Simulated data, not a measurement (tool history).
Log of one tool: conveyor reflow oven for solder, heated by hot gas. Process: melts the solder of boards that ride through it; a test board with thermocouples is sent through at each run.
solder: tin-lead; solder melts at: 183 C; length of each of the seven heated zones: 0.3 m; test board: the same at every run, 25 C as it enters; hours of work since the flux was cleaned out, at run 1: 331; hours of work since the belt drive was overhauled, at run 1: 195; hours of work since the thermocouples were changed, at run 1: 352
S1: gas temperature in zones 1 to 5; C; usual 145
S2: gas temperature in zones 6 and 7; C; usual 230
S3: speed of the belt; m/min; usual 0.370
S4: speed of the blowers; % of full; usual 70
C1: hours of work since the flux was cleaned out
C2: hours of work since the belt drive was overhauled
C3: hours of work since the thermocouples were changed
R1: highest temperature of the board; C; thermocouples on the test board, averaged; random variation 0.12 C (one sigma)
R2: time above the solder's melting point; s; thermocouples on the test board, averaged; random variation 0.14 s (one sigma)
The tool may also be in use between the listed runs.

run,hour,S1,S2,S3,S4,C1,C2,C3,R1,R2
1,0.0,145,230,0.370,70,331,195,352,218.9,79.1
2,4.8,145,230,0.370,70,335,198,356,219.0,78.9
3,12.8,145,230,0.435,70,340,204,361,214.7,62.8
4,22.3,145,230,0.370,70,347,210,368,218.8,79.2
5,28.2,145,220,0.370,70,351,214,372,209.9,70.8
# hour 41.2: flux residue cleaned out of gas plates and filters
6,41.7,145,244,0.370,70,0,220,378,231.8,88.2
7,51.4,145,244,0.370,70,7,227,385,231.8,88.3
8,57.1,145,228,0.370,70,11,231,389,217.1,77.6
9,63.1,145,228,0.370,70,15,236,393,217.2,77.7
10,68.4,145,230,0.370,70,19,239,397,218.8,79.1
11,77.9,145,230,0.370,70,26,246,403,219.2,78.9
12,82.5,145,230,0.370,70,29,249,407,219.0,79.2
13,91.0,145,230,0.370,70,35,255,413,218.9,79.3
14,98.6,145,230,0.370,70,40,260,418,219.0,79.5
15,106.2,145,230,0.370,70,46,266,423,218.9,79.3
16,112.1,145,230,0.370,70,50,270,427,219.0,79.4
17,120.0,135,239,0.392,83,55,275,433,227.1,76.4
18,124.5,135,239,0.392,83,58,279,436,227.0,76.5
19,133.3,145,228,0.365,70,65,285,442,217.6,79.2
20,140.9,145,221,0.303,70,70,290,448,214.7,94.9
21,147.5,145,234,0.319,70,75,295,452,225.9,99.0
22,156.5,148,219,0.383,81,81,301,459,210.7,71.1
23,165.3,148,219,0.383,81,87,307,465,210.3,70.9
24,175.3,131,230,0.370,70,94,314,472,217.1,70.9
25,182.4,132,236,0.370,70,99,319,477,222.4,76.4
26,190.7,145,230,0.330,70,105,325,483,221.4,92.1
27,198.0,156,241,0.330,70,110,330,488,233.0,105.6
28,203.3,156,241,0.330,70,114,334,491,233.1,105.5
29,210.7,156,241,0.330,70,119,339,497,232.8,105.7
30,218.8,156,241,0.330,70,125,345,502,232.9,105.4
31,223.2,132,234,0.326,53,128,348,505,220.1,84.0

Forecast each of these 4 alternatives for the next run:
A,229.2,148,226,0.326,61,132,352,510,?,?
B,229.2,145,230,0.357,70,132,352,510,?,?
C,229.2,132,234,0.334,78,132,352,510,?,?
D,229.2,132,234,0.397,53,132,352,510,?,?

run,R1,R2
A,217.0,90.1
B,219.9,82.8
C,224.9,87.8
D,213.5,61.1
Without the tool's hidden state the same runs would have given:
run,R1,R2
A,217.0,90.1
B,219.9,82.8
C,224.9,87.8
D,213.5,61.0

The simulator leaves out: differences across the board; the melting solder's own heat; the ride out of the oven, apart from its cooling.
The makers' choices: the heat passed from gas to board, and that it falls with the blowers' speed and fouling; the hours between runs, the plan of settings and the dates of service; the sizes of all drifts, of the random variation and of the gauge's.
